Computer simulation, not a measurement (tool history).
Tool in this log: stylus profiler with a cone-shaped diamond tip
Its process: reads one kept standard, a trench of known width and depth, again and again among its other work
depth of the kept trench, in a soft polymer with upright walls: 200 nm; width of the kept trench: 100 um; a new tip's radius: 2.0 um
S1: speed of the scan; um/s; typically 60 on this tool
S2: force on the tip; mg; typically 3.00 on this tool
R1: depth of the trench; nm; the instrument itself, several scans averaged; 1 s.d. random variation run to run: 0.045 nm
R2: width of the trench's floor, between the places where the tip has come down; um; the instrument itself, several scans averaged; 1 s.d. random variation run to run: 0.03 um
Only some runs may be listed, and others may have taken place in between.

run	day	S1	S2	R1	R2
1	0.000	60	3.00	202.20	98.11
2	2.346	60	3.00	202.17	98.13
3	4.750	60	4.35	202.79	98.12
4	6.671	59	3.00	202.12	98.09
5	10.371	60	3.00	202.16	98.10
6	12.562	60	3.00	202.08	98.10
7	14.204	60	2.65	202.04	98.12
8	17.929	60	3.67	202.45	98.10
9	21.417	60	3.67	202.43	98.11
10	23.692	60	3.67	202.45	98.17
11	25.633	60	3.67	202.43	98.07
12	28.908	60	3.67	202.46	98.08
13	31.608	60	3.67	202.50	98.14
14	34.438	60	3.00	202.15	98.07
15	37.979	60	3.00	202.11	98.10
16	39.562	18	1.43	201.31	98.19
17	43.058	22	6.20	203.46	98.21
18	45.188	22	6.20	203.45	98.20
19	47.383	25	7.27	203.85	98.24
20	49.021	228	2.22	201.84	97.57
21	50.583	22	3.00	202.10	98.16
22	53.717	46	3.00	202.09	98.10
23	57.196	118	4.11	202.69	97.99
24	60.304	44	2.34	201.79	98.16
25	63.379	165	3.02	202.15	97.82
26	66.004	60	6.03	203.39	98.12
27	67.600	87	1.06	201.07	97.84
28	71.367	87	1.06	201.07	97.85
29	73.629	87	1.06	201.10	97.84

3 options for the next run, each taken on its own from the tool as it stands now. Forecast them:
# day 74.071: new tip fitted, height scale calibrated
A	75.654	24	1.32	?	?
# day 74.071: new tip fitted, height scale calibrated
B	75.654	60	6.72	?	?
# day 74.071: new tip fitted, height scale calibrated
C	75.654	20	5.14	?	?

run	R1	R2
A	201.24	98.14
B	203.65	98.11
C	203.06	98.23
With the hidden condition removed and each run's random variation left untouched, the same runs would have given:
run	R1	R2
A	201.24	98.14
B	203.65	98.11
C	203.06	98.23
